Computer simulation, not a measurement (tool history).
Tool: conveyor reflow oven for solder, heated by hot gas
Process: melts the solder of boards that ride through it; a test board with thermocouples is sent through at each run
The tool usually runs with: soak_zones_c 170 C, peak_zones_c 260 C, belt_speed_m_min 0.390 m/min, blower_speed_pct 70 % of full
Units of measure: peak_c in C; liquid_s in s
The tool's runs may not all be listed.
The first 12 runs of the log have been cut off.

run   hour  soak_zones_c  peak_zones_c  belt_speed_m_min  blower_speed_pct  peak_c  liquid_s
 13  267.9           170           252             0.390                70  240.61      75.9
     300.6  -- flux residue cleaned out of gas plates and filters
 14  301.6           170           252             0.390                70  241.44      78.3
 15  328.4           170           252             0.390                70  241.50      78.1
 16  351.2           170           252             0.333                70  244.88     101.6
 17  375.9           175           260             0.390                70  249.27      91.9
 18  402.0           181           257             0.342                86  252.20     117.0
 19  425.8           180           260             0.390                50  245.19      86.3
 20  451.3           180           256             0.390                55  243.25      84.2
     471.9  -- thermocouples of zones 6 and 7 changed
 21  478.4           178           256             0.387                55  241.95      82.1

Run 22, settings as shown, results not yet in. Your forecast:
     484.2  -- belt drive overhauled, speed set with a stopwatch
 22  504.9           173           255             0.351                61       ?         ?

peak_c: 244.29 C
liquid_s: 94.5 s
Were there no unlogged condition in the tool, this run, its random variation unchanged, would have produced peak_c 244.31 C, liquid_s 93.6 s.

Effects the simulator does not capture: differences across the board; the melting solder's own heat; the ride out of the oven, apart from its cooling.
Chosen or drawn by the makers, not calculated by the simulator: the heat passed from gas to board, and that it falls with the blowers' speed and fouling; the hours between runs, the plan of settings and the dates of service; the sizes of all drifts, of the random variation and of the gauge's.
